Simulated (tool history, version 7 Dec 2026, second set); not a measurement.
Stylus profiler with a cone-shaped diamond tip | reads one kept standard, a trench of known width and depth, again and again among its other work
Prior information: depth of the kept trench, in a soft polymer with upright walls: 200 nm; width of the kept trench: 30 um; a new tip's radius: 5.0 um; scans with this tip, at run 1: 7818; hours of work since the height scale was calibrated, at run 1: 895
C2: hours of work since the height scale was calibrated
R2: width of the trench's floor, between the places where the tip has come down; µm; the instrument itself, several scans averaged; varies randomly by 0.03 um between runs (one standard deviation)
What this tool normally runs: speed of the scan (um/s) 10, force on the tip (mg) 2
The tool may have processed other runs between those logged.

Run 1, hour 0: usual settings; scans with this tip 7818; C2 895. Result: depth of the trench (Å) 2021.2, R2 27.01 µm.
Run 2, hour 36.5: usual settings; scans with this tip 7979; C2 913. Result: depth of the trench (Å) 2021.4, R2 27 µm.
Run 3, hour 66.6: usual settings; scans with this tip 8112; C2 928. Result: depth of the trench (Å) 2021.9, R2 26.95 µm.
Run 4, hour 111.4: usual settings; scans with this tip 8310; C2 951. Result: depth of the trench (Å) 2021.1, R2 26.97 µm.
Run 5, hour 159.1: usual settings; scans with this tip 8521; C2 975. Result: depth of the trench (Å) 2021.3, R2 26.98 µm.
Run 6, hour 191.6: usual settings; scans with this tip 8664; C2 991. Result: depth of the trench (Å) 2022.2, R2 26.96 µm.
Run 7, hour 238.1: usual settings; scans with this tip 8869; C2 1015. Result: depth of the trench (Å) 2021.1, R2 26.92 µm.
Run 8, hour 281.2: usual settings but speed of the scan (um/s) 12, force on the tip (mg) 3.03; scans with this tip 9060; C2 1037. Result: depth of the trench (Å) 2030, R2 26.92 µm.
Run 9, hour 303: usual settings but speed of the scan (um/s) 5, force on the tip (mg) 3.92; scans with this tip 9156; C2 1048. Result: depth of the trench (Å) 2036.2, R2 26.92 µm.
At hour 307.5: height scale calibrated on a step standard.
Run 10, hour 337.3: usual settings but speed of the scan (um/s) 5, force on the tip (mg) 3.92; scans with this tip 9305; C2 15. Result: depth of the trench (Å) 2034.7, R2 26.93 µm.
Run 11, hour 369.4: usual settings but speed of the scan (um/s) 24, force on the tip (mg) 2.99; scans with this tip 9447; C2 31. Result: depth of the trench (Å) 2027.2, R2 26.89 µm.
Run 12, hour 395: usual settings but speed of the scan (um/s) 24, force on the tip (mg) 2.99; scans with this tip 9560; C2 44. Result: depth of the trench (Å) 2027, R2 26.93 µm.
At hour 400.1: height scale calibrated on a step standard, once more.
Run 13, hour 444.1: usual settings but speed of the scan (um/s) 24, force on the tip (mg) 2.99; scans with this tip 9774; C2 22. Result: depth of the trench (Å) 2035.9, R2 26.9 µm.

Selected run-to-run steps in depth of the trench (Å), each split into two signed amounts: the part the tool would show with no hidden state at all (from settings, incoming material and random variation), and the remainder, which goes to the hidden state together with any gauge scatter not common to the measured and the hidden-state-free results:
The tool's hidden condition here consists of: radius of the tip, um; height scale over the true one, %; drift of the gauge itself on depth_nm, %; drift of the gauge itself on floor_um, %.
Run 12 -> 13: height scale calibrated on a step standard, once more. depth of the trench (Å) +8.9: hidden state +9.2, all else -0.3.

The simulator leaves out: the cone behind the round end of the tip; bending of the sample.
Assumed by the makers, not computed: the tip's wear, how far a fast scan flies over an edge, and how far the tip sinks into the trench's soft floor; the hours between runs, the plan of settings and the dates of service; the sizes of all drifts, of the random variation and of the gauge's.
